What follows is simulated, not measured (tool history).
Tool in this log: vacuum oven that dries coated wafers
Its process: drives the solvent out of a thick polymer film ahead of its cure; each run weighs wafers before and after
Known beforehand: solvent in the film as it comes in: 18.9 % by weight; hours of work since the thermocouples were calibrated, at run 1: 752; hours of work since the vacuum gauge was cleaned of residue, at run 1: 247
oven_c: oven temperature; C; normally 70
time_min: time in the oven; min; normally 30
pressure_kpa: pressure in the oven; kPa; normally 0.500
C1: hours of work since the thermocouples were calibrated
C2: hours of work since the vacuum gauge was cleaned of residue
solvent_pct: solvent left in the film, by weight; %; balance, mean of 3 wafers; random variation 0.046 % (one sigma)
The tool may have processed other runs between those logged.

Run 1, hour 0.0: usual settings; C1 752; C2 247. Result: solvent_pct 2.51 %.
Run 2, hour 14.3: usual settings; C1 763; C2 258. Result: solvent_pct 2.45 %.
Run 3, hour 27.6: usual settings; C1 773; C2 267. Result: solvent_pct 2.44 %.
Run 4, hour 42.7: usual settings; C1 784; C2 279. Result: solvent_pct 2.52 %.
Run 5, hour 55.4: usual settings; C1 793; C2 288. Result: solvent_pct 2.46 %.
Run 6, hour 70.6: usual settings; C1 804; C2 299. Result: solvent_pct 2.48 %.
Run 7, hour 88.2: usual settings; C1 817; C2 312. Result: solvent_pct 2.48 %.
Run 8, hour 103.7: usual settings; C1 829; C2 324. Result: solvent_pct 2.45 %.
Run 9, hour 120.6: usual settings but time_min 29 min; C1 841; C2 336. Result: solvent_pct 2.60 %.
Run 10, hour 137.0: usual settings but time_min 29 min; C1 854; C2 348. Result: solvent_pct 2.57 %.
Run 11, hour 153.9: usual settings; C1 866; C2 361. Result: solvent_pct 2.52 %.
Run 12, hour 168.7: usual settings; C1 877; C2 372. Result: solvent_pct 2.49 %.
Run 13, hour 184.4: usual settings; C1 889; C2 383. Result: solvent_pct 2.48 %.
Run 14, hour 193.6: usual settings but oven_c 61 C; C1 895; C2 390. Result: solvent_pct 5.57 %.
Run 15, hour 203.0: usual settings but oven_c 61 C; C1 902; C2 397. Result: solvent_pct 5.59 %.
At hour 206.0: vacuum gauge cleaned of residue and calibrated.
Run 16, hour 220.1: usual settings but oven_c 61 C; C1 914; C2 10. Result: solvent_pct 5.56 %.
Run 17, hour 233.1: usual settings but oven_c 61 C; C1 923; C2 20. Result: solvent_pct 5.65 %.
Run 18, hour 248.1: usual settings but time_min 40 min; C1 935; C2 31. Result: solvent_pct 1.66 %.
Run 19, hour 256.8: usual settings but time_min 40 min; C1 941; C2 38. Result: solvent_pct 1.60 %.
At hour 263.9: vacuum gauge cleaned of residue and calibrated, once more.
Run 20, hour 270.5: usual settings but time_min 40 min; C1 950; C2 5. Result: solvent_pct 1.46 %.
Run 21, hour 278.9: usual settings; C1 956; C2 11. Result: solvent_pct 2.30 %.
Run 22, hour 289.4: usual settings but oven_c 82 C; C1 964; C2 19. Result: solvent_pct 0.58 %.
Run 23, hour 305.7: usual settings; C1 976; C2 31. Result: solvent_pct 2.35 %.
Run 24, hour 314.7: usual settings but oven_c 79 C, pressure_kpa 1.502 kPa; C1 983; C2 38. Result: solvent_pct 1.68 %.
Run 25, hour 324.5: usual settings but oven_c 79 C, pressure_kpa 1.502 kPa; C1 990; C2 45. Result: solvent_pct 1.69 %.
Run 26, hour 339.6: usual settings but oven_c 71 C, time_min 27 min, pressure_kpa 1.502 kPa; C1 1001; C2 56. Result: solvent_pct 3.59 %.
Run 27, hour 350.8: usual settings but oven_c 62 C, time_min 35 min, pressure_kpa 1.028 kPa; C1 1009; C2 64. Result: solvent_pct 5.13 %.
Run 28, hour 367.1: usual settings but oven_c 59 C, time_min 16 min, pressure_kpa 1.028 kPa; C1 1022; C2 76. Result: solvent_pct 10.04 %.
Run 29, hour 377.4: usual settings but oven_c 63 C, time_min 36 min, pressure_kpa 1.626 kPa; C1 1029; C2 84. Result: solvent_pct 5.46 %.
Run 30, hour 392.0: usual settings but oven_c 65 C, time_min 48 min, pressure_kpa 1.921 kPa; C1 1040; C2 95. Result: solvent_pct 4.25 %.
Run 31, hour 403.7: usual settings but oven_c 65 C, time_min 48 min, pressure_kpa 1.390 kPa; C1 1049; C2 103. Result: solvent_pct 3.42 %.
Run 32, hour 418.0: usual settings but oven_c 67 C, time_min 18 min, pressure_kpa 0.458 kPa; C1 1059; C2 114. Result: solvent_pct 5.74 %.
Run 33, hour 430.9: usual settings but oven_c 73 C, time_min 22 min, pressure_kpa 0.295 kPa; C1 1069; C2 123. Result: solvent_pct 2.48 %.
Run 34, hour 440.4: usual settings but oven_c 73 C, time_min 22 min, pressure_kpa 0.295 kPa; C1 1076; C2 131. Result: solvent_pct 2.53 %.
Run 35, hour 456.3: usual settings but oven_c 77 C, time_min 26 min, pressure_kpa 1.867 kPa; C1 1088; C2 142. Result: solvent_pct 2.68 %.
Run 36, hour 471.6: usual settings but oven_c 85 C; C1 1099; C2 154. Result: solvent_pct 0.41 %.
Run 37, hour 478.8: usual settings but oven_c 64 C; C1 1104; C2 159. Result: solvent_pct 4.29 %.
Run 38, hour 486.4: usual settings but oven_c 71 C, time_min 36 min, pressure_kpa 0.986 kPa; C1 1110; C2 165. Result: solvent_pct 2.11 %.
Run 39, hour 500.5: usual settings but oven_c 71 C, time_min 36 min, pressure_kpa 0.986 kPa; C1 1120; C2 175. Result: solvent_pct 2.13 %.
Run 40, hour 516.7: usual settings but oven_c 71 C, time_min 36 min, pressure_kpa 0.986 kPa; C1 1132; C2 187. Result: solvent_pct 2.19 %.
Run 41, hour 528.0: usual settings but oven_c 71 C, time_min 36 min, pressure_kpa 0.986 kPa; C1 1141; C2 195. Result: solvent_pct 2.12 %.
Run 42, hour 540.1: usual settings but time_min 16 min, pressure_kpa 1.610 kPa; C1 1150; C2 204. Result: solvent_pct 6.33 %.
Run 43, hour 553.5: usual settings but oven_c 76 C, time_min 16 min, pressure_kpa 1.610 kPa; C1 1159; C2 214. Result: solvent_pct 4.20 %.
Run 44, hour 569.6: usual settings but oven_c 76 C, time_min 34 min, pressure_kpa 0.258 kPa; C1 1171; C2 226. Result: solvent_pct 0.71 %.
Run 45, hour 577.2: usual settings but oven_c 76 C, time_min 39 min, pressure_kpa 0.258 kPa; C1 1177; C2 232. Result: solvent_pct 0.55 %.

Take each entry between the runs: how does the hidden state at the last listed run before it differ from the hidden state at the first listed run after it?
Run 15 -> run 16: vacuum gauge cleaned of residue and calibrated (hour 206.0)
  true wafer temperature over the reading, C: 1.64 -> 1.66; true pressure over the reading, kPa: 0.101 -> 0.15
  difference, measured minus the result without the unlogged condition, solvent_pct: -0.50 -> -0.44 %
Run 19 -> run 20: vacuum gauge cleaned of residue and calibrated, once more (hour 263.9)
  true wafer temperature over the reading, C: 1.7 -> 1.71; true pressure over the reading, kPa: 0.157 -> 0.012
  difference, measured minus the result without the unlogged condition, solvent_pct: -0.13 -> -0.32 %
